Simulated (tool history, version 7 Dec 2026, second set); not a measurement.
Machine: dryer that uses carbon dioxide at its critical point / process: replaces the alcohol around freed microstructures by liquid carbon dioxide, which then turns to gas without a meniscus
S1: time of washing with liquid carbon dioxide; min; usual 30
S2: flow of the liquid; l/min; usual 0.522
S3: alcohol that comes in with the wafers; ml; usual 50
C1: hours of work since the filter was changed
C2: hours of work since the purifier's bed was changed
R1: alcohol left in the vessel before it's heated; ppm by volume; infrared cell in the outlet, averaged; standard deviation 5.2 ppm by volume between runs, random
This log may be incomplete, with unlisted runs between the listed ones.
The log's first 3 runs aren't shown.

run    hour  S1     S2   S3   C1   C2    R1
  4   113.6  30  0.522   50  262  108   176
  5   139.0  30  0.873   50  280  127    31
      150.8  -- inlet filter changed
  6   199.3  30  0.873   50   35  170    27
  7   241.3  30  0.522  108   66  200   248
  8   295.5  30  0.522  108  105  240   290
  9   329.4  30  0.522  108  130  265   298
 10   370.2  22  0.522  108  160  294  1183
 11   405.7  22  0.522  108  186  320  1225
 12   462.2  22  0.522  108  227  361  1325
 13   500.2  27  0.522   50  255  389   317
 14   524.9  30  0.522   50  273  407   235
      548.3  -- inlet filter changed
 15   552.0  30  0.522   50    3  426   148
 16   577.9  30  0.522   50   22  445   156
 17   605.5  30  0.522   50   42  465   166
 18   657.3  30  0.522   50   79  503   171
 19   707.0  30  0.727   50  116  539    79
 20   763.6  30  0.522   35  157  580   157
 21   797.8  30  0.577   50  182  605   149
 22   828.8  30  0.522   24  204  628   145
 23   884.0  45  0.522   38  245  668    90
 24   934.1  45  0.528   39  281  704    97
      948.4  -- inlet filter changed
 25   991.9  45  0.528   39   32  746    93
 26  1046.3  27  0.528  108   71  785   489

What will run 27 give?
 27  1076.0  27  0.528  108  93  807   ?

R1: 497 ppm by volume
On a tool with no hidden condition, and with the same random variation, this run would have come out at R1 329 ppm by volume.

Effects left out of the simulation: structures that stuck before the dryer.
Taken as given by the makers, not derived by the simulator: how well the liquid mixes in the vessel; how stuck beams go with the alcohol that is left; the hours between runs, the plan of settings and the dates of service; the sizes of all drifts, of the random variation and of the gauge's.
